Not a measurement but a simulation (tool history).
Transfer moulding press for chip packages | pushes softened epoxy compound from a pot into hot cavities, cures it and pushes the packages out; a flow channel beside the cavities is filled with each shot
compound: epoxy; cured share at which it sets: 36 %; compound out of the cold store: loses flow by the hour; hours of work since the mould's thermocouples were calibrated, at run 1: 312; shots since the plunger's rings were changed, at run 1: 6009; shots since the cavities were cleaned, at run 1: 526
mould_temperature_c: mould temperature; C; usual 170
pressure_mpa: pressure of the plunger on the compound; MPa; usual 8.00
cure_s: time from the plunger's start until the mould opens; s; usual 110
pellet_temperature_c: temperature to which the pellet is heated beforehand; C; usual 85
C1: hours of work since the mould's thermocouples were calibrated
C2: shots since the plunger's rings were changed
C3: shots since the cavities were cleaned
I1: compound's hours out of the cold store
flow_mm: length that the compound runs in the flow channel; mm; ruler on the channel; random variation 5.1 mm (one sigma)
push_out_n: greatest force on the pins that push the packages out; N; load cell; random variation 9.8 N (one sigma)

Run 1, hour 0.0: usual settings; C1 312; C2 6009; C3 526; I1 34.3. Result: flow_mm 644 mm, push_out_n 764 N.
At hour 21.3: plunger's sealing rings changed.
Run 2, hour 25.0: usual settings but cure_s 130 s; C1 323; C2 28; C3 697; I1 40.6. Result: flow_mm 708 mm, push_out_n 696 N.
Run 3, hour 40.1: usual settings; C1 330; C2 143; C3 812; I1 15.7. Result: flow_mm 761 mm, push_out_n 784 N.
Run 4, hour 50.0: usual settings but mould_temperature_c 174 C; C1 335; C2 218; C3 887; I1 38.5. Result: flow_mm 704 mm, push_out_n 704 N.
At hour 54.8: cavities cleaned with cleaning compound and waxed.
Run 5, hour 65.9: usual settings but mould_temperature_c 174 C; C1 342; C2 328; C3 85; I1 41.6. Result: flow_mm 695 mm, push_out_n 494 N.
Run 6, hour 80.3: usual settings but mould_temperature_c 174 C; C1 349; C2 438; C3 195; I1 21.2. Result: flow_mm 739 mm, push_out_n 573 N.
Run 7, hour 92.9: usual settings but mould_temperature_c 174 C; C1 355; C2 533; C3 290; I1 9.4. Result: flow_mm 771 mm, push_out_n 608 N.
Run 8, hour 103.3: usual settings but mould_temperature_c 174 C; C1 360; C2 612; C3 369; I1 41.1. Result: flow_mm 691 mm, push_out_n 619 N.
Run 9, hour 114.0: usual settings but mould_temperature_c 174 C, pressure_mpa 9.87 MPa; C1 366; C2 694; C3 451; I1 9.9. Result: flow_mm 859 mm, push_out_n 657 N.
Run 10, hour 127.7: usual settings but mould_temperature_c 174 C, pressure_mpa 9.87 MPa; C1 372; C2 798; C3 555; I1 36.1. Result: flow_mm 776 mm, push_out_n 707 N.
Run 11, hour 141.7: usual settings but mould_temperature_c 174 C, pressure_mpa 9.87 MPa; C1 379; C2 904; C3 661; I1 20.9. Result: flow_mm 818 mm, push_out_n 680 N.
Run 12, hour 163.9: usual settings but pellet_temperature_c 76 C; C1 390; C2 1073; C3 830; I1 28.1. Result: flow_mm 733 mm, push_out_n 768 N.
At hour 174.4: cavities cleaned with cleaning compound and waxed.
Run 13, hour 183.1: usual settings but pellet_temperature_c 92 C; C1 399; C2 1207; C3 65; I1 17.1. Result: flow_mm 755 mm, push_out_n 553 N.
Run 14, hour 196.4: usual settings but cure_s 139 s; C1 405; C2 1309; C3 167; I1 36.2. Result: flow_mm 686 mm, push_out_n 535 N.
Run 15, hour 210.8: usual settings but cure_s 139 s; C1 412; C2 1419; C3 277; I1 37.0. Result: flow_mm 703 mm, push_out_n 597 N.
Run 16, hour 229.6: usual settings but cure_s 139 s; C1 421; C2 1561; C3 419; I1 34.0. Result: flow_mm 703 mm, push_out_n 634 N.
Run 17, hour 249.2: usual settings but mould_temperature_c 162 C; C1 431; C2 1710; C3 568; I1 19.7. Result: flow_mm 753 mm, push_out_n 1215 N.
Run 18, hour 263.0: usual settings but mould_temperature_c 171 C, pellet_temperature_c 78 C; C1 438; C2 1816; C3 674; I1 26.3. Result: flow_mm 724 mm, push_out_n 742 N.
Run 19, hour 286.1: usual settings but mould_temperature_c 162 C, cure_s 116 s, pellet_temperature_c 78 C; C1 449; C2 1991; C3 849; I1 9.6. Result: flow_mm 774 mm, push_out_n 1169 N.
At hour 294.9: cavities cleaned with cleaning compound and waxed.
Run 20, hour 304.6: usual settings; C1 457; C2 2121; C3 74; I1 42.7. Result: flow_mm 687 mm, push_out_n 515 N.
Run 21, hour 315.2: usual settings; C1 463; C2 2201; C3 154; I1 18.4. Result: flow_mm 727 mm, push_out_n 597 N.
Run 22, hour 325.1: usual settings; C1 467; C2 2276; C3 229; I1 36.1. Result: flow_mm 696 mm, push_out_n 627 N.
At hour 336.1: mould's thermocouples calibrated.
Run 23, hour 345.3: usual settings but mould_temperature_c 173 C, cure_s 105 s; C1 5; C2 2415; C3 368; I1 22.7. Result: flow_mm 717 mm, push_out_n 648 N.
Run 24, hour 364.6: usual settings but mould_temperature_c 173 C, pellet_temperature_c 91 C; C1 14; C2 2561; C3 514; I1 30.4. Result: flow_mm 682 mm, push_out_n 656 N.
Run 25, hour 382.4: usual settings but mould_temperature_c 165 C, pressure_mpa 8.62 MPa, cure_s 144 s, pellet_temperature_c 78 C; C1 23; C2 2696; C3 649; I1 15.0. Result: flow_mm 772 mm, push_out_n 678 N.
Run 26, hour 397.5: usual settings but mould_temperature_c 174 C, pressure_mpa 7.52 MPa, cure_s 144 s; C1 30; C2 2812; C3 765; I1 28.8. Result: flow_mm 670 mm, push_out_n 638 N.
Run 27, hour 412.4: usual settings but mould_temperature_c 174 C, pressure_mpa 8.99 MPa, cure_s 144 s, pellet_temperature_c 87 C; C1 37; C2 2925; C3 878; I1 10.6. Result: flow_mm 763 mm, push_out_n 656 N.
At hour 417.1: cavities cleaned with cleaning compound and waxed.
Run 28, hour 436.5: usual settings but mould_temperature_c 174 C, pressure_mpa 8.99 MPa, cure_s 144 s, pellet_temperature_c 87 C; C1 48; C2 3096; C3 146; I1 16.7. Result: flow_mm 760 mm, push_out_n 527 N.

Hidden state at the last listed run before each entry between runs and at the first one after, where it differs:
Between runs 1 and 2: plunger's sealing rings changed (hour 21.3)
  true mould temperature over the reading, C: -0.93 -> -0.94; pressure that reaches the compound, % of what is set: 78.74 -> 99.06; grip of the stained cavities, % over clean ones': 60.7 -> 65
  measured less the result without the state, flow_mm: -80 -> -1 mm; push_out_n: +301 -> +274 N
Between runs 4 and 5: cavities cleaned with cleaning compound and waxed (hour 54.8)
  true mould temperature over the reading, C: -0.96 -> -0.98; pressure that reaches the compound, % of what is set: 98.42 -> 98.06; grip of the stained cavities, % over clean ones': 67.6 -> 18.9
  measured less the result without the state, flow_mm: -4 -> -5 mm; push_out_n: +288 -> +84 N
Between runs 12 and 13: cavities cleaned with cleaning compound and waxed (hour 174.4)
  true mould temperature over the reading, C: -1.05 -> -1.07; pressure that reaches the compound, % of what is set: 95.38 -> 94.92; grip of the stained cavities, % over clean ones': 65.9 -> 15.4
  measured less the result without the state, flow_mm: -14 -> -17 mm; push_out_n: +324 -> +90 N
Between runs 19 and 20: cavities cleaned with cleaning compound and waxed (hour 294.9)
  true mould temperature over the reading, C: -1.15 -> -1.16; pressure that reaches the compound, % of what is set: 92.22 -> 91.76; grip of the stained cavities, % over clean ones': 66.4 -> 15.6
  measured less the result without the state, flow_mm: -29 -> -27 mm; push_out_n: +527 -> +86 N
Between runs 22 and 23: mould's thermocouples calibrated (hour 336.1)
  true mould temperature over the reading, C: -1.18 -> 0.14; pressure that reaches the compound, % of what is set: 91.23 -> 90.74; grip of the stained cavities, % over clean ones': 37.6 -> 49.6
  measured less the result without the state, flow_mm: -29 -> -36 mm; push_out_n: +188 -> +213 N
Between runs 27 and 28: cavities cleaned with cleaning compound and waxed (hour 417.1)
  true mould temperature over the reading, C: 0.09 -> 0.07; pressure that reaches the compound, % of what is set: 89 -> 88.4; grip of the stained cavities, % over clean ones': 66.8 -> 29.1
  measured less the result without the state, flow_mm: -46 -> -48 mm; push_out_n: +262 -> +119 N
